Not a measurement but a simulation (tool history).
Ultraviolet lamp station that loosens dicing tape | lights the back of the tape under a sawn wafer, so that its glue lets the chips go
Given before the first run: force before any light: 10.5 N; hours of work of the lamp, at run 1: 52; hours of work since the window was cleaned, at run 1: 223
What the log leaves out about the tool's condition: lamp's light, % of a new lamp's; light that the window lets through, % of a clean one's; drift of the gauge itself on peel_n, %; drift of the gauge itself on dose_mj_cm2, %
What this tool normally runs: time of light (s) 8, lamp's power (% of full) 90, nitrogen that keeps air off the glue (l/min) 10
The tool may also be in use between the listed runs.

run	day	time of light (s)	lamp's power (% of full)	nitrogen that keeps air off the glue (l/min)	hours of work of the lamp	hours of work since the window was cleaned	force that peels the tape off (N)	light that reached the tape (J/m2)
1	0	8	90	10	52	223	0.285	6330
2	0.95	8	77	10	70	241	0.342	5380
# day 1.738: window cleaned of glue's vapour
3	1.938	8	77	10	88	4	0.342	5430
4	3.346	8	90	13	115	30	0.283	6410
5	4.454	8	90	13	135	51	0.273	6370
6	5.829	6	90	13	161	77	0.37	4810
7	7.225	8	90	10	187	103	0.273	6380
8	8.454	8	90	10	210	126	0.283	6440
9	9.754	5	90	10	235	150	0.634	4070
10	10.55	5	90	10	250	165	0.61	3980
11	11.746	5	90	10	272	187	0.621	4070
12	12.458	5	90	10	285	201	0.635	4010
13	13.867	8	90	4	312	227	0.395	6460
# day 15.362: window cleaned of glue's vapour
14	15.362	8	90	4	339	0	0.402	6450
15	16.1	8	90	4	353	14	0.422	6480
16	16.875	8	90	4	368	28	0.421	6530
# day 17.021: gauge calibrated
17	18.225	8	90	10	393	54	0.274	6320
18	18.921	6	90	10	406	67	0.447	4820
19	20.321	6	90	10	432	93	0.439	4820
20	21.6	8	62	10	456	117	0.502	4350
21	22.371	8	90	10	471	131	0.281	6370
22	23.233	8	70	10	487	147	0.396	5010
23	24.433	8	70	10	509	170	0.401	4970
24	25.892	8	70	3	536	197	0.84	4990
25	26.617	8	70	3	550	211	0.834	4980
26	27.417	9	90	10	565	226	0.238	7250
27	28.821	10	90	10	591	252	0.243	8060
# day 28.996: window cleaned of glue's vapour
28	30.492	4	87	14	622	28	0.91	3150
# day 32.025: lamp changed
29	32.025	4	87	14	0	56	0.895	3160
30	33.646	4	87	14	30	86	0.948	3130
31	35.229	4	87	14	60	116	0.905	3200
32	36.254	4	87	14	79	135	0.919	3130
33	37.804	8	68	5	108	164	0.656	4950
34	39.029	8	68	5	131	187	0.619	5020
35	40.325	8	68	5	155	211	0.633	4860
36	41.708	4	62	7	181	237	2.245	2280
37	42.512	6	62	11	196	252	0.885	3410
# day 42.667: window cleaned of glue's vapour
38	44.017	10	90	13	224	25	0.234	8280
39	45.346	10	90	13	249	50	0.23	8390
40	46.758	11	75	18	276	77	0.241	7590
41	47.775	12	73	6	295	96	0.261	8170
42	49.183	12	73	6	321	122	0.261	8170
43	50.804	16	77	4	351	152	0.237	11500

Across each entry between runs, compare the hidden state at the last listed run before it with the hidden state at the first listed run after it:
In the gap between runs 2 and 3: window cleaned of glue's vapour (day 1.738)
  drift of the gauge itself on dose_mj_cm2, %: 0.17 -> 0.34
  measured less the result without the state, light that reached the tape (J/m2): +10 -> +10
In the gap between runs 13 and 14: window cleaned of glue's vapour (day 15.362)
  drift of the gauge itself on dose_mj_cm2, %: 2.44 -> 2.7
  measured less the result without the state, light that reached the tape (J/m2): +150 -> +160
In the gap between runs 16 and 17: gauge calibrated (day 17.021)
  drift of the gauge itself on dose_mj_cm2, %: 2.97 -> 0.21
  measured less the result without the state, light that reached the tape (J/m2): +180 -> +0
In the gap between runs 27 and 28: window cleaned of glue's vapour (day 28.996)
  drift of the gauge itself on dose_mj_cm2, %: 2.08 -> 2.37
  measured less the result without the state, light that reached the tape (J/m2): +140 -> +60
In the gap between runs 28 and 29: lamp changed (day 32.025)
  lamp's light, % of a new lamp's: 99.8 -> 100; drift of the gauge itself on dose_mj_cm2, %: 2.37 -> 2.63
  measured less the result without the state, light that reached the tape (J/m2): +60 -> +80
In the gap between runs 37 and 38: window cleaned of glue's vapour (day 42.667)
  drift of the gauge itself on dose_mj_cm2, %: 4.48 -> 4.75
  measured less the result without the state, light that reached the tape (J/m2): +140 -> +370
